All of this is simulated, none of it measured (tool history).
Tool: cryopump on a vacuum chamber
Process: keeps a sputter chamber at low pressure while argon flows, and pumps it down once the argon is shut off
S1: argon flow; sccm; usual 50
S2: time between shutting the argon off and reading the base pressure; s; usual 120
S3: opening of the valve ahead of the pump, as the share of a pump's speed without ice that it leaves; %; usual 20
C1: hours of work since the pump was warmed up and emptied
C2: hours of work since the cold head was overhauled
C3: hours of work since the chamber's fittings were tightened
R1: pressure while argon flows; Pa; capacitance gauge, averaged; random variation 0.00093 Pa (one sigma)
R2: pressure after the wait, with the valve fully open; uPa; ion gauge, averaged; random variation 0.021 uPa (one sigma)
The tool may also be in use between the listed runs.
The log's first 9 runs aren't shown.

run     day  S1   S2  S3   C1    C2    C3      R1    R2
 10  20.396  50  120  20  420   920   979  0.2058  0.77
 11  22.971  50  120  20  446   946  1006  0.2074  0.82
     24.433  -- pump warmed up, emptied and cooled again
 12  25.988  50  120  20   16   975  1034  0.1947  0.72
 13  29.079  50  120  20   47  1006  1066  0.1966  0.67
 14  30.892  50  120  32   66  1025  1084  0.1230  0.73
 15  33.879  50  120  20   96  1055  1115  0.1967  0.74
 16  36.983  50  120  21  128  1087  1146  0.1892  0.71
 17  40.071  50  120  21  160  1119  1178  0.1896  0.76
 18  42.167  50  120  21  181  1140  1199  0.1886  0.80
 19  45.088  50  120  21  211  1170  1229  0.1905  0.80
 20  46.496  50  120  21  225  1184  1244  0.1925  0.82
 21  48.512  50  120  21  246  1205  1264  0.1915  0.82
 22  50.429  70  102  21  265  1224  1284  0.2693  0.92
 23  53.562  70  102  21  297  1256  1316  0.2701  0.93
 24  56.092  24  195  60  323  1282  1342  0.0355  0.81
 25  58.871  22   32  19  352  1311  1370  0.0939  1.51
 26  60.558  22   32  19  369  1328  1387  0.0941  1.57
 27  61.996  25   58  38  384  1342  1402  0.0558  1.25

Run 28 comes next. What will it give?
 28  64.383  25  58  38  408  1367  1426   ?   ?

{"run 28": {"R1": 0.0568, "R2": 1.22}}
Without the tool's hidden state the same run would have given R1 0.0511 Pa, R2 0.61 uPa.

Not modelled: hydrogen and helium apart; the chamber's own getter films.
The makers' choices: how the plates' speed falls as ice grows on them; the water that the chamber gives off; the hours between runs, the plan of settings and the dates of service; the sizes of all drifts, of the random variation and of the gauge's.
